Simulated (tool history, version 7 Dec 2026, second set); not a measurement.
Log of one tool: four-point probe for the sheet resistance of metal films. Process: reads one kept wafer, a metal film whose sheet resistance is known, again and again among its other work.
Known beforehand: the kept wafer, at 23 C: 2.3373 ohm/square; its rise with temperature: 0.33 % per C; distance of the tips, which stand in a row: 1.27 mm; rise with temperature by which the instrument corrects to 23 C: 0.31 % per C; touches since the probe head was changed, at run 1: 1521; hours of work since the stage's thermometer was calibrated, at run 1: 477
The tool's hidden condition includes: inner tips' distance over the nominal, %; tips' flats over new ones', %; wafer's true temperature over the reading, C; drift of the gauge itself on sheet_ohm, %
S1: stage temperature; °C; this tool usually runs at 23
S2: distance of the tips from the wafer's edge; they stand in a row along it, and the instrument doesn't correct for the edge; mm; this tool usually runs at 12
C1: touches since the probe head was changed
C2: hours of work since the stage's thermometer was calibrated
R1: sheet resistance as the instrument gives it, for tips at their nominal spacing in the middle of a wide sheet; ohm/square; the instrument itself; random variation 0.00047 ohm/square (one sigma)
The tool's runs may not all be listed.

run   hour  S1  S2    C1   C2        R1
  1    0.0  23  12  1521  477  2.347757
  2   11.9  23  12  1704  484  2.348537
  3   26.8  22  12  1934  492  2.347249
  4   45.7  22  12  2223  503  2.348039
  5   70.5  23  12  2604  517  2.347881
  6   92.4  23  12  2942  529  2.348448
  7  110.6  23  12  3220  539  2.347941
  8  122.1  18  12  3398  545  2.346830
  9  138.8  18  12  3654  555  2.345578
 10  154.0  23  23  3888  563  2.338133
 11  167.4  23  23  4093  571  2.338178
 12  190.9  23  23  4455  584  2.337101
 13  217.4  23  12  4862  599  2.347769
 14  242.1  23  12  5242  612  2.348451
 15  257.2  23  12  5473  621  2.349273
 16  274.3  26  10  5737  630  2.356318
 17  297.3  18  33  6090  643  2.334816
 18  314.9  23  34  6360  653  2.336674
 19  343.3  23   7  6796  669  2.375519
 20  357.4  23   7  7014  677  2.375071
 21  370.0  32   3  7207  684  2.541939
 22  397.9  24  10  7636  699  2.355003
 23  414.8  19   5  7895  709  2.411799
 24  438.3  19   5  8255  722  2.410990
 25  457.0  19   5  8543  732  2.411911
 26  472.6  30   8  8782  741  2.369681
 27  485.4  30   8  8980  748  2.369613

Alternative continuations, all from the tool just after run 27; predict every row:
  A  505.6  31  28  9290  759   ?
  B  505.6  33  73  9290  759   ?
  C  505.6  30  39  9290  759   ?
  D  505.6  30  45  9290  759   ?
  E  505.6  26  19  9290  759   ?

run        R1
  A  2.340503
  B  2.339955
  C  2.338941
  D  2.338968
  E  2.343028
Had the tool no hidden state, the same runs would have come out as:
run        R1
  A  2.342580
  B  2.342047
  C  2.341009
  D  2.341036
  E  2.345068

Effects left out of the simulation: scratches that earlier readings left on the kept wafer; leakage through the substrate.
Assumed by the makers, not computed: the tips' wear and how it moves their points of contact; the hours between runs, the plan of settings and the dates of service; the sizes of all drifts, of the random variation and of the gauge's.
